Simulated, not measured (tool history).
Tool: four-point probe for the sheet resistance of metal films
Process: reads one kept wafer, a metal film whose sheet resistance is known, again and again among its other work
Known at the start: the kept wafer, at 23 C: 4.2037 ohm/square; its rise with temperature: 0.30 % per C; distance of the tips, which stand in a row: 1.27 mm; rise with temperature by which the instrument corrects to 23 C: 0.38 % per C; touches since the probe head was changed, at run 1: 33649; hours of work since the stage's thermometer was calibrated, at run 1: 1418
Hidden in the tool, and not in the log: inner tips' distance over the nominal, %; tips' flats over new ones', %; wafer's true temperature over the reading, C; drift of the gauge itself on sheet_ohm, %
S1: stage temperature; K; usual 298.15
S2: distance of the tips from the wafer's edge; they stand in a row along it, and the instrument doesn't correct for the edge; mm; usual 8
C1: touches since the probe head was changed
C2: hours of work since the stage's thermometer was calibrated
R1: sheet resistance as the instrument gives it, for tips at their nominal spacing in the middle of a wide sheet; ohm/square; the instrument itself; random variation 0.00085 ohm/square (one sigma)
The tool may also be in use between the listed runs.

Run 1, hour 0.0: usual settings; C1 33649; C2 1418. Result: R1 4.237849 ohm/square.
Run 2, hour 42.9: usual settings; C1 34169; C2 1438. Result: R1 4.236752 ohm/square.
Run 3, hour 113.9: usual settings; C1 35028; C2 1471. Result: R1 4.236157 ohm/square.
Run 4, hour 184.5: usual settings but S2 27 mm; C1 35883; C2 1504. Result: R1 4.184087 ohm/square.
Run 5, hour 240.8: usual settings but S2 17 mm; C1 36566; C2 1530. Result: R1 4.192292 ohm/square.
Run 6, hour 325.4: usual settings but S2 17 mm; C1 37590; C2 1570. Result: R1 4.190300 ohm/square.
Run 7, hour 414.6: usual settings but S2 17 mm; C1 38671; C2 1611. Result: R1 4.190409 ohm/square.
Run 8, hour 497.4: usual settings but S2 17 mm; C1 39674; C2 1650. Result: R1 4.189512 ohm/square.
Run 9, hour 586.1: usual settings but S2 17 mm; C1 40748; C2 1691. Result: R1 4.189668 ohm/square.
Run 10, hour 684.3: usual settings but S2 17 mm; C1 41937; C2 1737. Result: R1 4.188613 ohm/square.
Run 11, hour 752.8: usual settings; C1 42767; C2 1769. Result: R1 4.232519 ohm/square.
Run 12, hour 799.4: usual settings; C1 43332; C2 1791. Result: R1 4.232089 ohm/square.
Run 13, hour 857.1: usual settings; C1 44031; C2 1818. Result: R1 4.230289 ohm/square.
Run 14, hour 916.4: usual settings; C1 44750; C2 1845. Result: R1 4.231158 ohm/square.
Run 15, hour 957.9: usual settings; C1 45251; C2 1865. Result: R1 4.230371 ohm/square.
Run 16, hour 1051.8: usual settings but S2 30 mm; C1 46389; C2 1909. Result: R1 4.177792 ohm/square.
Run 17, hour 1109.2: usual settings but S2 30 mm; C1 47085; C2 1935. Result: R1 4.177972 ohm/square.
Run 18, hour 1160.6: usual settings; C1 47708; C2 1959. Result: R1 4.228676 ohm/square.
Run 19, hour 1217.7: usual settings; C1 48399; C2 1986. Result: R1 4.229184 ohm/square.
Run 20, hour 1262.5: usual settings but S1 301.15 K; C1 48942; C2 2007. Result: R1 4.218531 ohm/square.
Run 21, hour 1333.9: usual settings but S1 301.15 K; C1 49806; C2 2040. Result: R1 4.216973 ohm/square.
At hour 1390.9: stage's thermometer calibrated.
Run 22, hour 1412.9: usual settings but S1 301.15 K; C1 50757; C2 10. Result: R1 4.217011 ohm/square.
Run 23, hour 1480.2: usual settings but S1 301.15 K; C1 51572; C2 42. Result: R1 4.215256 ohm/square.
Run 24, hour 1531.5: usual settings but S1 301.15 K; C1 52194; C2 66. Result: R1 4.214549 ohm/square.
Run 25, hour 1571.4: usual settings but S2 30 mm; C1 52677; C2 84. Result: R1 4.172320 ohm/square.
Run 26, hour 1617.5: usual settings but S1 293.15 K, S2 32 mm; C1 53236; C2 106. Result: R1 4.187507 ohm/square.
Run 27, hour 1692.3: usual settings but S1 302.15 K, S2 15 mm; C1 54141; C2 141. Result: R1 4.172747 ohm/square.
Run 28, hour 1787.4: usual settings but S1 302.15 K, S2 15 mm; C1 55294; C2 185. Result: R1 4.170225 ohm/square.
Run 29, hour 1854.3: usual settings but S1 302.15 K, S2 15 mm; C1 56104; C2 216. Result: R1 4.167766 ohm/square.
Run 30, hour 1933.7: usual settings but S1 306.15 K, S2 14 mm; C1 57066; C2 253. Result: R1 4.159341 ohm/square.
At hour 1947.1: stage's thermometer calibrated, once more.
Run 31, hour 2021.4: usual settings but S2 19 mm; C1 58122; C2 35. Result: R1 4.184332 ohm/square.
Run 32, hour 2102.6: usual settings but S2 5 mm; C1 59106; C2 73. Result: R1 4.313375 ohm/square.
Run 33, hour 2159.2: usual settings but S1 300.15 K, S2 7 mm; C1 59792; C2 99. Result: R1 4.236477 ohm/square.
Run 34, hour 2220.5: usual settings but S1 294.15 K, S2 19 mm; C1 60535; C2 128. Result: R1 4.193993 ohm/square.
Run 35, hour 2300.0: usual settings but S1 306.15 K, S2 15 mm; C1 61497; C2 165. Result: R1 4.161603 ohm/square.
Run 36, hour 2397.9: usual settings but S1 305.15 K; C1 62682; C2 210. Result: R1 4.204408 ohm/square.
Run 37, hour 2478.9: usual settings but S2 14 mm; C1 63665; C2 248. Result: R1 4.187554 ohm/square.
Run 38, hour 2547.0: usual settings but S2 23 mm; C1 64489; C2 280. Result: R1 4.175957 ohm/square.
Run 39, hour 2633.0: usual settings but S2 23 mm; C1 65530; C2 320. Result: R1 4.174222 ohm/square.
Run 40, hour 2704.1: usual settings but S2 23 mm; C1 66392; C2 353. Result: R1 4.175159 ohm/square.
Run 41, hour 2802.2: usual settings but S2 23 mm; C1 67580; C2 399. Result: R1 4.175858 ohm/square.
Run 42, hour 2851.5: usual settings but S1 299.15 K, S2 9 mm; C1 68177; C2 422. Result: R1 4.210192 ohm/square.
Run 43, hour 2900.3: usual settings but S1 299.15 K, S2 9 mm; C1 68768; C2 445. Result: R1 4.209034 ohm/square.
Run 44, hour 2988.8: usual settings but S1 299.15 K, S2 9 mm; C1 69841; C2 486. Result: R1 4.208335 ohm/square.

How the hidden state differs across the entries between the runs, from the last listed run before each to the first after it:
Between runs 21 and 22: stage's thermometer calibrated (hour 1390.9)
  inner tips' distance over the nominal, %: -0.437 -> -0.446; tips' flats over new ones', %: 40 -> 41; wafer's true temperature over the reading, C: -0.43 -> -0.56
  measured less the result without the state, R1: -0.025494 -> -0.027610 ohm/square
Between runs 30 and 31: stage's thermometer calibrated, once more (hour 1947.1)
  inner tips' distance over the nominal, %: -0.513 -> -0.525; tips' flats over new ones', %: 46 -> 47; wafer's true temperature over the reading, C: -0.61 -> -0.03
  measured less the result without the state, R1: -0.030732 -> -0.024301 ohm/square
